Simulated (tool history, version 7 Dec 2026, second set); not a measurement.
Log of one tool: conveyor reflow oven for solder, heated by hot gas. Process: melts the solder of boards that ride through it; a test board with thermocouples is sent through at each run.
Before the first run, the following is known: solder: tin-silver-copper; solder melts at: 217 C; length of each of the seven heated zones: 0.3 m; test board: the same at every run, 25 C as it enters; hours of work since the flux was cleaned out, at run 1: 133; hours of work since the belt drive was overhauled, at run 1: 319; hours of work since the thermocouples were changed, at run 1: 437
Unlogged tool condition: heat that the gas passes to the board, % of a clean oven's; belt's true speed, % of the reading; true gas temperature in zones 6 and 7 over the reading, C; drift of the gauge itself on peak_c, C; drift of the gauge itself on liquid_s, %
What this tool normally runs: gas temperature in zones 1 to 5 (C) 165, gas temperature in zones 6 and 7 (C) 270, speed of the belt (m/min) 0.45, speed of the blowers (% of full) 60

run,day,gas temperature in zones 1 to 5 (C),gas temperature in zones 6 and 7 (C),speed of the belt (m/min),speed of the blowers (% of full),hours of work since the flux was cleaned out,hours of work since the belt drive was overhauled,hours of work since the thermocouples were changed,highest temperature of the board (C),time above the solder's melting point (s)
1,0,165,270,0.45,60,133,319,437,249.2,53.4
2,0.729,165,270,0.45,60,141,327,445,249.6,54.6
3,1.175,165,270,0.45,60,146,332,450,249.1,53.6
4,1.808,151,270,0.45,60,153,338,457,245.9,46.5
5,2.229,151,270,0.45,60,158,343,461,245.8,46.5
6,2.796,151,270,0.45,60,164,349,468,246.1,47
7,3.171,151,270,0.45,60,168,353,472,247.7,46.9
8,3.917,165,270,0.45,60,176,361,480,248.9,53.5
9,4.421,165,270,0.45,60,181,367,485,249.2,53.8
# day 5.225: flux residue cleaned out of gas plates and filters
10,5.396,165,270,0.45,60,2,375,494,249.9,53.3
11,5.933,165,269,0.45,60,8,381,499,248.4,52.6
12,6.346,165,269,0.45,60,12,385,504,248.8,52.6
13,7.133,163,270,0.45,60,21,394,512,248.5,52.8
14,7.608,170,270,0.364,78,26,399,518,259.3,80.3
15,8.262,170,283,0.364,88,33,406,525,274.5,87.5
16,8.996,162,282,0.364,63,41,414,533,267.3,81.6
17,9.692,165,263,0.45,60,48,422,540,243.6,47.9
18,10.312,165,263,0.45,60,55,429,547,244.2,47.8
19,10.888,153,270,0.425,60,61,435,553,249.9,52.9
20,11.258,162,270,0.384,60,65,439,557,254.6,67.7
21,12.058,162,263,0.45,59,74,447,566,242.8,46.3
22,12.696,162,263,0.45,59,81,454,573,241.8,45.9
23,13.279,179,270,0.381,59,87,461,579,257,77.4

Predict each of these 4 candidate next runs independently; none follows another, all start after run 23:
A,13.792,165,278,0.45,62,93,466,585,?,?
B,13.792,179,270,0.381,58,93,466,585,?,?
C,13.792,165,269,0.45,51,93,466,585,?,?
D,13.792,179,260,0.451,52,93,466,585,?,?

run,highest temperature of the board (C),time above the solder's melting point (s)
A,256.2,58.8
B,256.5,77.1
C,246.2,50.3
D,241.3,50.6
The same runs, with their run-to-run variation unchanged, on a tool lacking any hidden condition would have given:
run,highest temperature of the board (C),time above the solder's melting point (s)
A,256.3,58.9
B,256.6,77.1
C,246.3,50.4
D,241.4,50.7
